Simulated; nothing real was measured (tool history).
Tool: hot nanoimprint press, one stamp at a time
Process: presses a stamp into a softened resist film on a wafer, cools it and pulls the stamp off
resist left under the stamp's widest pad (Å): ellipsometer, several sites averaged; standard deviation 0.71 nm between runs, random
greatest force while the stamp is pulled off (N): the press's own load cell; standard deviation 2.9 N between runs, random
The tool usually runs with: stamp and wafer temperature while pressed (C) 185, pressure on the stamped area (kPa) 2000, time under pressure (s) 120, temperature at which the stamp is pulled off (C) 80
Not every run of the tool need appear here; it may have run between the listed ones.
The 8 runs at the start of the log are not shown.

run    hour  stamp and wafer temperature while pressed (C)  pressure on the stamped area (kPa)  time under pressure (s)  temperature at which the stamp is pulled off (C)  hours of work since the thermocouple was calibrated  imprints on the stamp's release coat  hours of work since the press's seals were changed  resist left under the stamp's widest pad (Å)  greatest force while the stamp is pulled off (N)
  9   382.2                                            185                                2000                      120                                                66                                                   46                                  1256                                                1003                                          1575                                               255
      441.9  -- press's hydraulic seals changed and the load cell set to zero
 10   454.8                                            185                                2000                      120                                                80                                                   83                                  1507                                                   7                                          1587                                               186
      487.9  -- stamp cleaned and given a new release coat
 11   500.6                                            185                                2000                      120                                                80                                                  107                                    49                                                  31                                          1589                                               184
 12   539.5                                            185                                2000                      120                                                69                                                  129                                   200                                                  53                                          1572                                               236
 13   586.5                                            185                                2000                      120                                                69                                                  156                                   383                                                  81                                          1586                                               239
 14   648.3                                            185                                2000                      120                                                69                                                  192                                   623                                                 116                                          1569                                               235
 15   712.7                                            185                                1520                      120                                                80                                                  230                                   873                                                 154                                          1814                                               186
 16   771.4                                            185                                1520                      120                                                80                                                  264                                  1101                                                 188                                          1812                                               183
 17   812.4                                            185                                2000                      120                                                67                                                  288                                  1261                                                 212                                          1583                                               250
 18   867.8                                            185                                2000                      120                                                67                                                  320                                  1476                                                 244                                          1583                                               244
      911.9  -- stamp cleaned and given a new release coat
 19   931.2                                            179                                1590                      232                                                81                                                  353                                    75                                                 277                                          1779                                               177
 20   975.9                                            174                                1590                       73                                                80                                                  379                                   249                                                 303                                          2963                                               184
      983.6  -- plate thermocouple calibrated
 21  1012.5                                            174                                1590                       73                                                80                                                   17                                   379                                                 323                                          2961                                               184
 22    1048                                            174                                1590                       73                                                80                                                   37                                   517                                                 343                                          2967                                               187
 23  1090.9                                            181                                2000                      236                                                80                                                   62                                   684                                                 368                                          1437                                               188
 24  1162.1                                            183                                1680                      236                                                80                                                  104                                   960                                                 410                                          1448                                               180
 25  1206.3                                            183                                1680                      236                                                80                                                  129                                  1132                                                 435                                          1447                                               187
 26  1271.9                                            189                                1680                       88                                                84                                                  167                                  1387                                                 473                                          1640                                               168
 27    1313                                            179                                2000                       91                                                80                                                  191                                  1547                                                 497                                          2188                                               184
     1336.6  -- stamp cleaned and given a new release coat
 28    1374                                            197                                2570                      128                                                73                                                  223                                   145                                                 529                                           837                                               217
 29  1436.7                                            174                                2930                      120                                                80                                                  260                                   389                                                 566                                          2047                                               184
 30  1504.8                                            187                                2820                      120                                                69                                                  299                                   653                                                 605                                          1204                                               239

Here are 3 independent what-if runs from the current tool condition. What would each one return?
  A  1569.4                                            187                                1740                      217                                                69                                                  337                                   904                                                 643                                             ?                                                 ?
  B  1569.4                                            191                                2000                       87                                                76                                                  337                                   904                                                 643                                             ?                                                 ?
  C  1569.4                                            187                                2820                      120                                                69                                                  337                                   904                                                 643                                             ?                                                 ?

run  resist left under the stamp's widest pad (Å)  greatest force while the stamp is pulled off (N)
  A                                          1225                                               238
  B                                          1397                                               210
  C                                          1214                                               241
With the hidden condition removed and each run's random variation left untouched, the same runs would have given:
run  resist left under the stamp's widest pad (Å)  greatest force while the stamp is pulled off (N)
  A                                          1246                                               237
  B                                          1421                                               209
  C                                          1234                                               240
